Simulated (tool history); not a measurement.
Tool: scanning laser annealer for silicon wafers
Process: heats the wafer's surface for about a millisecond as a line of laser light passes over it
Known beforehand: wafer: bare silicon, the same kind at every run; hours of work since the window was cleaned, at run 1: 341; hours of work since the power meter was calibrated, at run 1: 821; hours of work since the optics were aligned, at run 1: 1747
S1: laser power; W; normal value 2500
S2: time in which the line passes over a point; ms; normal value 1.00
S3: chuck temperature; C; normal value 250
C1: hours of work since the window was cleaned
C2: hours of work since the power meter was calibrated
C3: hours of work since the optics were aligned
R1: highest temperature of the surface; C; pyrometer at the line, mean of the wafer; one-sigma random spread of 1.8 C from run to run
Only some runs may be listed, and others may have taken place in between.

| run | hour | S1 | S2 | S3 | C1 | C2 | C3 | R1 |
|---|---|---|---|---|---|---|---|---|
| 1 | 0.0 | 2500 | 1.00 | 250 | 341 | 821 | 1747 | 953 |
|  | 27.5 | window over the wafer cleaned |
| 2 | 27.5 | 2500 | 1.00 | 250 | 0 | 840 | 1765 | 984 |
| 3 | 44.9 | 2500 | 1.00 | 250 | 12 | 852 | 1777 | 982 |
| 4 | 57.3 | 2500 | 1.00 | 250 | 21 | 861 | 1786 | 981 |
| 5 | 72.0 | 2500 | 1.00 | 250 | 32 | 872 | 1797 | 983 |
| 6 | 95.6 | 2500 | 1.00 | 250 | 49 | 889 | 1814 | 979 |
| 7 | 121.6 | 2500 | 1.00 | 283 | 68 | 907 | 1833 | 1010 |
| 8 | 147.3 | 2500 | 1.00 | 283 | 86 | 926 | 1851 | 1009 |
| 9 | 168.0 | 2500 | 1.00 | 250 | 101 | 941 | 1866 | 971 |
| 10 | 181.1 | 2500 | 1.00 | 250 | 110 | 950 | 1875 | 969 |
| 11 | 194.6 | 2500 | 1.00 | 275 | 120 | 960 | 1885 | 995 |
|  | 213.1 | optics aligned, line set to its width |
| 12 | 226.5 | 2500 | 1.00 | 275 | 140 | 979 | 10 | 1008 |
| 13 | 242.3 | 2500 | 1.06 | 250 | 151 | 990 | 21 | 1001 |
| 14 | 271.2 | 2500 | 1.06 | 250 | 172 | 1011 | 42 | 1000 |
| 15 | 299.3 | 2500 | 1.00 | 232 | 192 | 1031 | 62 | 956 |
| 16 | 324.2 | 2500 | 1.00 | 232 | 210 | 1049 | 80 | 958 |
| 17 | 343.3 | 2500 | 1.00 | 232 | 223 | 1063 | 94 | 954 |
| 18 | 370.3 | 2500 | 1.00 | 232 | 243 | 1082 | 113 | 955 |
| 19 | 396.4 | 2500 | 1.00 | 250 | 262 | 1101 | 132 | 971 |
| 20 | 409.8 | 2500 | 1.00 | 250 | 271 | 1111 | 141 | 972 |
| 21 | 429.4 | 2500 | 1.00 | 250 | 285 | 1125 | 155 | 967 |
| 22 | 446.6 | 2492 | 0.87 | 287 | 298 | 1137 | 168 | 951 |
| 23 | 475.3 | 2492 | 0.87 | 287 | 318 | 1158 | 188 | 945 |
| 24 | 491.7 | 2500 | 0.81 | 253 | 330 | 1170 | 200 | 890 |
| 25 | 504.2 | 2500 | 1.20 | 250 | 339 | 1179 | 209 | 1035 |
| 26 | 529.1 | 2394 | 0.90 | 250 | 357 | 1197 | 227 | 891 |

The next listed run, before its measurement:
|  | 534.7 | window over the wafer cleaned |
| 27 | 548.9 | 2468 | 0.98 | 250 | 10 | 1210 | 240 | ? |

{"run 27": {"R1": 963}}
Were there no unlogged condition in the tool, this run, its random variation unchanged, would have produced R1 971 C.
